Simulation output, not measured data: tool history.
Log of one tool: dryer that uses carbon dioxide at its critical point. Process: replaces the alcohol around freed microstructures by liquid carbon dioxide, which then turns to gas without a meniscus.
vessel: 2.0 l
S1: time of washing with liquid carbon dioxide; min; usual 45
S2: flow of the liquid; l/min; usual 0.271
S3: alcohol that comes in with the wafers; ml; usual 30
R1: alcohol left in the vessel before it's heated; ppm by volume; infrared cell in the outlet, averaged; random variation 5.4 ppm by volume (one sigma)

run,day,S1,S2,S3,R1
1,0,45,0.271,30,231
2,0.771,45,0.419,30,107
3,1.158,45,0.365,30,125
4,1.604,45,0.365,30,116
5,2.171,45,0.271,30,239
6,3.025,45,0.271,58,393
7,3.433,45,0.271,58,409
8,4.196,45,0.271,58,416
9,4.692,56,0.271,30,168
10,5.138,63,0.239,30,169
11,5.754,39,0.232,40,834
12,6.338,39,0.232,40,849
13,6.992,39,0.232,40,867
14,7.571,43,0.227,30,554
15,8.429,43,0.227,30,578
16,9.171,43,0.188,30,981
17,10.075,43,0.188,30,1009

Some steps in R1 between neighbouring runs. How much of each would the tool show without its hidden state too (settings, what came in, random variation), and how much is left for the hidden state, with any gauge scatter that isn't in both results?
The hidden state here: flow that reaches the vessel past the clogged filter, %; alcohol in the recycled carbon dioxide, ppm; drift of the gauge itself on alcohol_ppm, %.
Run 10 -> 11: S1 63 -> 39, S2 0.239 -> 0.232, S3 30 -> 40. R1 +665 ppm by volume: hidden state +138, all else +527.

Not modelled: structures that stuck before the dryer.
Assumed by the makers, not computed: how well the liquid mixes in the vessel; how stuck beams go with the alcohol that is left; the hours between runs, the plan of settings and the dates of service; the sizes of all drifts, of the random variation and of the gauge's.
